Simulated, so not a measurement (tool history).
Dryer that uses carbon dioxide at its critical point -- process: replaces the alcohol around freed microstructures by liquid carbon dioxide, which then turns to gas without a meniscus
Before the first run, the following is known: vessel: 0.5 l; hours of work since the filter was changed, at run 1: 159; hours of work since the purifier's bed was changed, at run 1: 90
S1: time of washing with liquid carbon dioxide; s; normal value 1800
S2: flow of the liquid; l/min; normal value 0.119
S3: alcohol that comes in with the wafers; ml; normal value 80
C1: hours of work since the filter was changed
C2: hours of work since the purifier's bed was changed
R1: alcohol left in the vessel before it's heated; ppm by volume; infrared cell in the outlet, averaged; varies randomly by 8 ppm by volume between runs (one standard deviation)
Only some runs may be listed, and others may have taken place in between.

run	hour	S1	S2	S3	C1	C2	R1
1	0.0	1800	0.119	80	159	90	902
2	21.1	1800	0.119	80	170	102	973
3	49.5	1800	0.119	80	186	118	1025
4	67.2	1800	0.119	80	196	128	1086
5	85.1	2520	0.119	80	206	138	168
# hour 101.0: inlet filter changed
6	106.9	2520	0.154	80	3	149	16
7	120.2	1800	0.119	80	11	157	461
8	146.1	1800	0.119	80	25	171	488
9	160.5	1320	0.119	80	33	179	2280
10	177.1	1320	0.119	80	42	188	2442
11	192.8	1320	0.119	80	51	197	2463
12	222.2	1320	0.119	80	68	214	2558
13	238.0	1800	0.087	80	76	222	3053
14	259.3	2340	0.087	80	88	234	976
15	284.2	1800	0.119	47	102	248	423
16	301.6	1800	0.119	47	112	258	404
17	326.8	1800	0.119	47	126	272	456
18	343.9	1800	0.119	47	136	281	487
19	359.3	1800	0.119	47	144	290	503
20	382.8	1140	0.119	80	157	303	5937
21	412.0	1800	0.119	80	174	319	938
22	432.4	1800	0.088	80	185	331	3944
23	455.8	1800	0.088	80	198	344	4273
24	482.5	1620	0.119	92	213	359	2185
# hour 485.9: inlet filter changed
25	509.6	1440	0.119	24	13	373	469
26	532.9	2880	0.157	51	26	386	48
27	549.8	2880	0.157	31	36	396	32
28	565.0	1800	0.074	83	44	404	5475
29	580.1	1800	0.074	83	53	413	5560
30	600.1	1560	0.083	80	64	424	6049
31	625.3	1080	0.119	74	78	438	5244
32	647.8	2280	0.075	113	90	450	3386
33	669.7	2280	0.076	76	103	463	2258
34	693.0	1800	0.147	35	116	476	109
35	713.6	1800	0.147	35	127	487	128
36	735.6	1800	0.147	35	139	499	136
37	760.8	2580	0.076	33	153	513	700
38	774.5	1740	0.118	32	161	521	491
39	793.5	2160	0.135	35	172	532	98
40	820.2	1560	0.109	80	186	547	3100
41	840.2	1560	0.109	80	198	558	3132
42	859.0	1140	0.191	106	208	568	1166
# hour 871.8: inlet filter changed
43	887.5	1500	0.095	80	9	584	3391
44	912.5	1500	0.095	80	23	597	3621

Expected results for the next run?
45	933.9	1740	0.119	24	35	609	?

{"run 45": {"R1": 227}}
If the tool had no hidden condition, the same run with the same run-to-run variation would have returned R1 153 ppm by volume.

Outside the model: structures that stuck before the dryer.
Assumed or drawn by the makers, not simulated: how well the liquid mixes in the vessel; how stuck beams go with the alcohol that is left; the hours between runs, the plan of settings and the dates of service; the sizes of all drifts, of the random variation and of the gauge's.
